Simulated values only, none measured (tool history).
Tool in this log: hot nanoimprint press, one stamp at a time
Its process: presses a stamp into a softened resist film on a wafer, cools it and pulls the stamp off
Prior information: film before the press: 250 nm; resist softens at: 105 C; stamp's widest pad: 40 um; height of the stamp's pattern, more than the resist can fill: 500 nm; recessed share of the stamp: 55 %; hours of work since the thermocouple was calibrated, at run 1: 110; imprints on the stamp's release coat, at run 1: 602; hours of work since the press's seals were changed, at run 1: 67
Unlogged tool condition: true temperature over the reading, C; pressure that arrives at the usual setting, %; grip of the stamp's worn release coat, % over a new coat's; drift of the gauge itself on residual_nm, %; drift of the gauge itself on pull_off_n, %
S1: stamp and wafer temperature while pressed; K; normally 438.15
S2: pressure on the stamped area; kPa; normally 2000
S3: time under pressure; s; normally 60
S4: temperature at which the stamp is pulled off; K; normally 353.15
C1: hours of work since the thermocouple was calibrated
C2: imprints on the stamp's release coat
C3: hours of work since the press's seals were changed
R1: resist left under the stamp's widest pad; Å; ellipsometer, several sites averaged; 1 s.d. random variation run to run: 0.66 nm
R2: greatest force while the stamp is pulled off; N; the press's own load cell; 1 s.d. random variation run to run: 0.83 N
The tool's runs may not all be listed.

{"run": 1, "hour": 0.0, "S1": 438.15, "S2": 2000, "S3": 60, "S4": 353.15, "C1": 110, "C2": 602, "C3": 67, "R1": 914, "R2": 121.5}
{"run": 2, "hour": 5.6, "S1": 438.15, "S2": 2000, "S3": 60, "S4": 353.15, "C1": 113, "C2": 609, "C3": 69, "R1": 912, "R2": 122.0}
{"run": 3, "hour": 10.5, "S1": 438.15, "S2": 2000, "S3": 60, "S4": 353.15, "C1": 115, "C2": 615, "C3": 71, "R1": 920, "R2": 123.5}
{"run": 4, "hour": 19.7, "S1": 438.15, "S2": 2000, "S3": 60, "S4": 353.15, "C1": 119, "C2": 627, "C3": 75, "R1": 933, "R2": 122.2}
{"run": 5, "hour": 26.6, "S1": 438.15, "S2": 2000, "S3": 60, "S4": 353.15, "C1": 122, "C2": 636, "C3": 78, "R1": 914, "R2": 124.9}
{"run": 6, "hour": 34.2, "S1": 438.15, "S2": 2000, "S3": 60, "S4": 353.15, "C1": 125, "C2": 646, "C3": 81, "R1": 919, "R2": 123.5}
{"run": 7, "hour": 43.6, "S1": 438.15, "S2": 2000, "S3": 60, "S4": 353.15, "C1": 129, "C2": 658, "C3": 85, "R1": 919, "R2": 125.0}
{"run": 8, "hour": 50.8, "S1": 438.15, "S2": 2000, "S3": 60, "S4": 353.15, "C1": 132, "C2": 667, "C3": 88, "R1": 912, "R2": 124.1}
{"run": 9, "hour": 56.3, "S1": 438.15, "S2": 2000, "S3": 60, "S4": 353.15, "C1": 134, "C2": 674, "C3": 91, "R1": 917, "R2": 125.6}
{"run": 10, "hour": 64.7, "S1": 438.15, "S2": 2000, "S3": 60, "S4": 353.15, "C1": 138, "C2": 684, "C3": 94, "R1": 911, "R2": 123.4}
{"run": 11, "hour": 73.1, "S1": 438.15, "S2": 2000, "S3": 60, "S4": 353.15, "C1": 141, "C2": 695, "C3": 98, "R1": 918, "R2": 123.9}
{"run": 12, "hour": 80.3, "S1": 438.15, "S2": 2000, "S3": 60, "S4": 353.15, "C1": 144, "C2": 704, "C3": 101, "R1": 920, "R2": 124.6}
{"run": 13, "hour": 86.5, "S1": 438.15, "S2": 2000, "S3": 60, "S4": 353.15, "C1": 147, "C2": 712, "C3": 103, "R1": 922, "R2": 124.3}
{"hour": 89.9, "done": "plate thermocouple calibrated"}
{"run": 14, "hour": 96.5, "S1": 438.15, "S2": 2000, "S3": 60, "S4": 353.15, "C1": 3, "C2": 721, "C3": 106, "R1": 922, "R2": 124.8}
{"run": 15, "hour": 106.0, "S1": 427.15, "S2": 2000, "S3": 60, "S4": 353.15, "C1": 7, "C2": 733, "C3": 110, "R1": 1740, "R2": 125.9}
{"run": 16, "hour": 113.3, "S1": 427.15, "S2": 2000, "S3": 60, "S4": 359.15, "C1": 10, "C2": 743, "C3": 113, "R1": 1770, "R2": 113.2}
{"hour": 122.0, "done": "plate thermocouple calibrated, once more"}
{"run": 17, "hour": 125.4, "S1": 427.15, "S2": 2000, "S3": 60, "S4": 359.15, "C1": 1, "C2": 754, "C3": 117, "R1": 1696, "R2": 111.0}
{"run": 18, "hour": 130.9, "S1": 431.15, "S2": 1410, "S3": 48, "S4": 340.15, "C1": 4, "C2": 761, "C3": 119, "R1": 1657, "R2": 150.9}
{"hour": 139.2, "done": "stamp cleaned and given a new release coat"}
{"run": 19, "hour": 144.7, "S1": 431.15, "S2": 1410, "S3": 48, "S4": 340.15, "C1": 7, "C2": 7, "C3": 123, "R1": 1661, "R2": 134.3}
{"run": 20, "hour": 151.7, "S1": 439.15, "S2": 1830, "S3": 50, "S4": 354.15, "C1": 10, "C2": 16, "C3": 126, "R1": 933, "R2": 108.8}
{"run": 21, "hour": 156.4, "S1": 439.15, "S2": 1830, "S3": 50, "S4": 354.15, "C1": 12, "C2": 22, "C3": 128, "R1": 917, "R2": 109.0}
{"run": 22, "hour": 166.1, "S1": 447.15, "S2": 1830, "S3": 50, "S4": 354.15, "C1": 16, "C2": 34, "C3": 132, "R1": 549, "R2": 109.0}
{"run": 23, "hour": 171.4, "S1": 438.15, "S2": 1690, "S3": 60, "S4": 347.15, "C1": 18, "C2": 41, "C3": 134, "R1": 951, "R2": 120.9}
{"run": 24, "hour": 179.3, "S1": 434.15, "S2": 2000, "S3": 66, "S4": 353.15, "C1": 21, "C2": 51, "C3": 137, "R1": 1100, "R2": 111.6}
{"run": 25, "hour": 186.6, "S1": 434.15, "S2": 2000, "S3": 66, "S4": 353.15, "C1": 25, "C2": 60, "C3": 140, "R1": 1112, "R2": 110.8}
{"run": 26, "hour": 195.7, "S1": 438.15, "S2": 1800, "S3": 87, "S4": 353.15, "C1": 28, "C2": 72, "C3": 144, "R1": 791, "R2": 110.9}
{"run": 27, "hour": 200.5, "S1": 438.15, "S2": 1800, "S3": 87, "S4": 353.15, "C1": 30, "C2": 78, "C3": 146, "R1": 790, "R2": 111.7}
{"run": 28, "hour": 205.8, "S1": 438.15, "S2": 1800, "S3": 65, "S4": 347.15, "C1": 33, "C2": 85, "C3": 148, "R1": 893, "R2": 122.8}
{"run": 29, "hour": 213.3, "S1": 428.15, "S2": 2780, "S3": 96, "S4": 353.15, "C1": 36, "C2": 95, "C3": 152, "R1": 1234, "R2": 112.4}
{"run": 30, "hour": 222.2, "S1": 432.15, "S2": 2030, "S3": 81, "S4": 340.15, "C1": 40, "C2": 106, "C3": 155, "R1": 1133, "R2": 139.1}

Predict each of these 3 candidate next runs independently; none follows another, all start after run 30:
{"run": "A", "hour": 227.7, "S1": 441.15, "S2": 2030, "S3": 71, "S4": 340.15, "C1": 42, "C2": 113, "C3": 158, "R1": "?", "R2": "?"}
{"run": "B", "hour": 227.7, "S1": 438.15, "S2": 2450, "S3": 75, "S4": 358.15, "C1": 42, "C2": 113, "C3": 158, "R1": "?", "R2": "?"}
{"run": "C", "hour": 227.7, "S1": 432.15, "S2": 1640, "S3": 108, "S4": 340.15, "C1": 42, "C2": 113, "C3": 158, "R1": "?", "R2": "?"}

run=A R1=671 R2=137.4
run=B R1=728 R2=103.1
run=C R1=1128 R2=137.1
What these runs would have given with no unlogged condition in the tool:
run=A R1=666 R2=134.8
run=B R1=721 R2=101.2
run=C R1=1121 R2=134.6
